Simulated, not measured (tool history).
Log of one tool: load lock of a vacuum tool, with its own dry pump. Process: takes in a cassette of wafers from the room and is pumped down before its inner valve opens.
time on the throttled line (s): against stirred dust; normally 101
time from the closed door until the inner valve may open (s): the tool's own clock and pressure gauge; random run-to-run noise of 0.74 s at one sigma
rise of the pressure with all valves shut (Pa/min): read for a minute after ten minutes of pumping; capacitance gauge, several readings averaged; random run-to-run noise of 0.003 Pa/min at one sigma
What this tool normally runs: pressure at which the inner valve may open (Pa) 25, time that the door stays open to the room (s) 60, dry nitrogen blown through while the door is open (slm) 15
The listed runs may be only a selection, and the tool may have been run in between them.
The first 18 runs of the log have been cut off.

run	hour	time on the throttled line (s)	pressure at which the inner valve may open (Pa)	time that the door stays open to the room (s)	dry nitrogen blown through while the door is open (slm)	hours that the pump has run since its overhaul	times that the door has closed on its seal	incoming humidity of the room's air, %	time from the closed door until the inner valve may open (s)	rise of the pressure with all valves shut (Pa/min)
19	2129.9	186	25	60	15	2845	9066	45.1	239.9	0.037
20	2276.3	186	25	60	15	2991	9373	40.8	241.4	0.035
21	2456.1	139	25	42	5	3171	9751	45.3	203	0.047
22	2542.8	101	26	60	15	3258	9933	43.8	170.3	0.045
23	2683.3	101	26	60	15	3398	10227	43	172.1	0.038
24	2812	62	25	60	15	3527	10497	45.7	138.8	0.037
25	2886.9	62	25	131	4	3602	10654	42.2	139.8	0.06
26	3039.8	121	25	60	19	3755	10975	49.2	189.2	0.047
27	3124.1	121	18	60	19	3839	11152	43.5	193.3	0.035
28	3273	118	25	60	15	3988	11464	43.4	186.3	0.051
29	3363.2	118	25	60	15	4078	11653	41.9	186.8	0.05
30	3492.9	174	25	60	15	4208	11925	45.8	232.6	0.045
31	3677.4	99	27	34	7	4392	12313	45.1	170.3	0.045
32	3812.6	101	25	90	6	4527	12596	48.7	172.9	0.065
33	3972.5	57	24	90	6	4687	12932	43.7	138.1	0.067
34	4103.3	57	29	26	9	4818	13206	47.4	135.4	0.05
35	4261.9	143	44	60	27	4977	13539	45.9	201.4	0.056
36	4443.6	90	28	210	22	5158	13920	46.5	165.5	0.066
37	4616.7	101	22	28	6	5331	14283	43.7	176.6	0.063
38	4756.6	101	22	28	6	5471	14576	41.3	176.5	0.056

Each row is a separate what-if for the run after 38, all from the same tool condition, not one after another. Results?
A	4924.1	62	37	28	6	5639	14928	46.5	?	?
B	4924.1	57	22	28	23	5639	14928	46	?	?
C	4924.1	101	29	233	6	5639	14928	43.2	?	?

run	time from the closed door until the inner valve may open (s)	rise of the pressure with all valves shut (Pa/min)
A	139	0.057
B	141.2	0.05
C	173.6	0.084
With no hidden state in the tool, these same runs would have given:
run	time from the closed door until the inner valve may open (s)	rise of the pressure with all valves shut (Pa/min)
A	129.8	0.014
B	130.9	0.007
C	164.9	0.04

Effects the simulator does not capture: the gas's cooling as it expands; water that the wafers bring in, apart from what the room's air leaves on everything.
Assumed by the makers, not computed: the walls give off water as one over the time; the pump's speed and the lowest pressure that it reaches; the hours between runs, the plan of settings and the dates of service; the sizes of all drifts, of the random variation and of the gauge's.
